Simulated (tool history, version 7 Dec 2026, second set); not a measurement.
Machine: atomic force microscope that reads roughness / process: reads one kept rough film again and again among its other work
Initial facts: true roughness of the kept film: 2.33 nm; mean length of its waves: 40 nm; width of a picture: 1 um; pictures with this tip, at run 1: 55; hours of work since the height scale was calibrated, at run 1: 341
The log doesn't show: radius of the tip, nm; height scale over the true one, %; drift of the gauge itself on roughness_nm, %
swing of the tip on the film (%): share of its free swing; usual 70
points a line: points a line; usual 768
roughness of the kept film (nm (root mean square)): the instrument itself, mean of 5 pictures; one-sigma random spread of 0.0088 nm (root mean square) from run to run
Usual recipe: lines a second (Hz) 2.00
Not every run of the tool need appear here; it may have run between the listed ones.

run,hour,lines a second (Hz),swing of the tip on the film (%),points a line,pictures with this tip,hours of work since the height scale was calibrated,roughness of the kept film (nm (root mean square))
1,0.0,2.00,70,768,55,341,1.921
# hour 44.0: new tip fitted
2,75.7,2.00,70,768,55,386,1.937
# hour 120.7: new tip fitted
3,142.6,2.00,70,768,38,426,1.939
# hour 191.9: new tip fitted
4,204.1,2.00,70,768,21,463,1.942
# hour 262.4: new tip fitted
5,270.3,2.00,69,768,14,502,1.980
6,325.7,1.44,70,768,111,536,1.955
# hour 334.0: new tip fitted
7,381.5,2.00,70,768,83,569,1.915
# hour 408.2: new tip fitted
8,449.9,2.00,70,405,73,610,1.908
# hour 482.1: new tip fitted
9,510.0,2.00,70,405,49,646,1.951
# hour 553.4: new tip fitted
10,555.9,2.00,70,405,4,673,1.982
# hour 625.3: new tip fitted
11,629.6,2.00,74,768,8,717,1.932
12,688.7,2.00,74,768,111,753,1.831
# hour 699.3: new tip fitted
13,744.7,2.00,74,768,79,786,1.874
# hour 773.7: new tip fitted
14,813.9,2.00,70,302,70,827,1.937
# hour 846.2: new tip fitted
15,894.4,1.36,81,260,84,876,1.862
# hour 901.5: height scale calibrated on a step standard
# hour 920.2: new tip fitted
16,956.1,1.36,81,260,63,33,1.863
# hour 992.0: new tip fitted
17,1019.3,3.86,70,768,47,70,1.761
18,1055.9,3.86,70,768,111,92,1.706
# hour 1065.8: new tip fitted
19,1128.8,1.55,69,768,110,136,1.964
# hour 1136.4: new tip fitted
20,1189.6,1.55,69,768,93,172,1.977
# hour 1203.2: height scale calibrated on a step standard, once more
# hour 1208.2: new tip fitted
21,1252.0,3.54,56,286,76,29,1.956
# hour 1281.0: new tip fitted
22,1330.2,3.54,56,286,86,76,1.937
# hour 1351.9: new tip fitted
23,1414.2,0.54,86,768,109,126,1.954
# hour 1427.4: new tip fitted
24,1481.3,2.12,86,768,94,166,1.620
# hour 1500.2: new tip fitted
25,1530.8,2.12,86,264,54,196,1.627
# hour 1570.9: new tip fitted
26,1590.6,2.12,80,615,34,231,1.784
# hour 1642.1: new tip fitted
27,1650.3,2.12,80,615,14,267,1.789

Hidden state at the last listed run before each entry between runs and at the first one after, where it differs:
From run 1 to run 2: new tip fitted (hour 44.0)
  radius of the tip, nm: 12.2 -> 11.7; height scale over the true one, %: 0.37 -> 0.43
  measured less the result without the state, roughness of the kept film (nm (root mean square)): -0.047 -> -0.042
From run 2 to run 3: new tip fitted (hour 120.7)
  radius of the tip, nm: 11.7 -> 10.7; height scale over the true one, %: 0.43 -> 0.48
  measured less the result without the state, roughness of the kept film (nm (root mean square)): -0.042 -> -0.030
From run 3 to run 4: new tip fitted (hour 191.9)
  radius of the tip, nm: 10.7 -> 9.2; height scale over the true one, %: 0.48 -> 0.52
  measured less the result without the state, roughness of the kept film (nm (root mean square)): -0.030 -> -0.013
From run 4 to run 5: new tip fitted (hour 262.4)
  radius of the tip, nm: 9.2 -> 8.4; height scale over the true one, %: 0.52 -> 0.57
  measured less the result without the state, roughness of the kept film (nm (root mean square)): -0.013 -> -0.004
From run 6 to run 7: new tip fitted (hour 334.0)
  radius of the tip, nm: 15.9 -> 13.8; height scale over the true one, %: 0.61 -> 0.65
  measured less the result without the state, roughness of the kept film (nm (root mean square)): -0.084 -> -0.059
From run 7 to run 8: new tip fitted (hour 408.2)
  height scale over the true one, %: 0.65 -> 0.7
  measured less the result without the state, roughness of the kept film (nm (root mean square)): -0.059 -> -0.058
From run 8 to run 9: new tip fitted (hour 482.1)
  radius of the tip, nm: 13.8 -> 10.8; height scale over the true one, %: 0.7 -> 0.75
  measured less the result without the state, roughness of the kept film (nm (root mean square)): -0.058 -> -0.026
From run 9 to run 10: new tip fitted (hour 553.4)
  radius of the tip, nm: 10.8 -> 7.4; height scale over the true one, %: 0.75 -> 0.79
  measured less the result without the state, roughness of the kept film (nm (root mean square)): -0.026 -> +0.011
From run 10 to run 11: new tip fitted (hour 625.3)
  radius of the tip, nm: 7.4 -> 7.7; height scale over the true one, %: 0.79 -> 0.84
  measured less the result without the state, roughness of the kept film (nm (root mean square)): +0.011 -> +0.008
From run 12 to run 13: new tip fitted (hour 699.3)
  radius of the tip, nm: 16.2 -> 13.6; height scale over the true one, %: 0.89 -> 0.93
  measured less the result without the state, roughness of the kept film (nm (root mean square)): -0.076 -> -0.050
From run 13 to run 14: new tip fitted (hour 773.7)
  radius of the tip, nm: 13.6 -> 12.5; height scale over the true one, %: 0.93 -> 0.98
  measured less the result without the state, roughness of the kept film (nm (root mean square)): -0.050 -> -0.040
From run 14 to run 15: new tip fitted (hour 846.2)
  radius of the tip, nm: 12.5 -> 13.5; height scale over the true one, %: 0.98 -> 1.04
  measured less the result without the state, roughness of the kept film (nm (root mean square)): -0.040 -> -0.047
From run 15 to run 16: height scale calibrated on a step standard (hour 901.5); new tip fitted (hour 920.2)
  radius of the tip, nm: 13.5 -> 13; height scale over the true one, %: 1.04 -> 1.63
  measured less the result without the state, roughness of the kept film (nm (root mean square)): -0.047 -> -0.031
From run 16 to run 17: new tip fitted (hour 992.0)
  radius of the tip, nm: 13 -> 11.2; height scale over the true one, %: 1.63 -> 1.68
  measured less the result without the state, roughness of the kept film (nm (root mean square)): -0.031 -> -0.011
From run 18 to run 19: new tip fitted (hour 1065.8)
  radius of the tip, nm: 16.9 -> 15.6; height scale over the true one, %: 1.71 -> 1.76
  measured less the result without the state, roughness of the kept film (nm (root mean square)): -0.063 -> -0.059
From run 19 to run 20: new tip fitted (hour 1136.4)
  radius of the tip, nm: 15.6 -> 15.1; height scale over the true one, %: 1.76 -> 1.81
  measured less the result without the state, roughness of the kept film (nm (root mean square)): -0.059 -> -0.051
From run 20 to run 21: height scale calibrated on a step standard, once more (hour 1203.2); new tip fitted (hour 1208.2)
  radius of the tip, nm: 15.1 -> 13.2; height scale over the true one, %: 1.81 -> 0.11
  measured less the result without the state, roughness of the kept film (nm (root mean square)): -0.051 -> -0.065
From run 21 to run 22: new tip fitted (hour 1281.0)
  radius of the tip, nm: 13.2 -> 13.7; height scale over the true one, %: 0.11 -> 0.17
  measured less the result without the state, roughness of the kept film (nm (root mean square)): -0.065 -> -0.068
From run 22 to run 23: new tip fitted (hour 1351.9)
  radius of the tip, nm: 13.7 -> 16.6; height scale over the true one, %: 0.17 -> 0.23
  measured less the result without the state, roughness of the kept film (nm (root mean square)): -0.068 -> -0.099
From run 23 to run 24: new tip fitted (hour 1427.4)
  radius of the tip, nm: 16.6 -> 15; height scale over the true one, %: 0.23 -> 0.28
  measured less the result without the state, roughness of the kept film (nm (root mean square)): -0.099 -> -0.067
From run 24 to run 25: new tip fitted (hour 1500.2)
  radius of the tip, nm: 15 -> 11.7; height scale over the true one, %: 0.28 -> 0.32
  measured less the result without the state, roughness of the kept film (nm (root mean square)): -0.067 -> -0.037
From run 25 to run 26: new tip fitted (hour 1570.9)
  radius of the tip, nm: 11.7 -> 9.4; height scale over the true one, %: 0.32 -> 0.36
  measured less the result without the state, roughness of the kept film (nm (root mean square)): -0.037 -> -0.017
From run 26 to run 27: new tip fitted (hour 1642.1)
  radius of the tip, nm: 9.4 -> 8.8; height scale over the true one, %: 0.36 -> 0.41
  measured less the result without the state, roughness of the kept film (nm (root mean square)): -0.017 -> -0.010
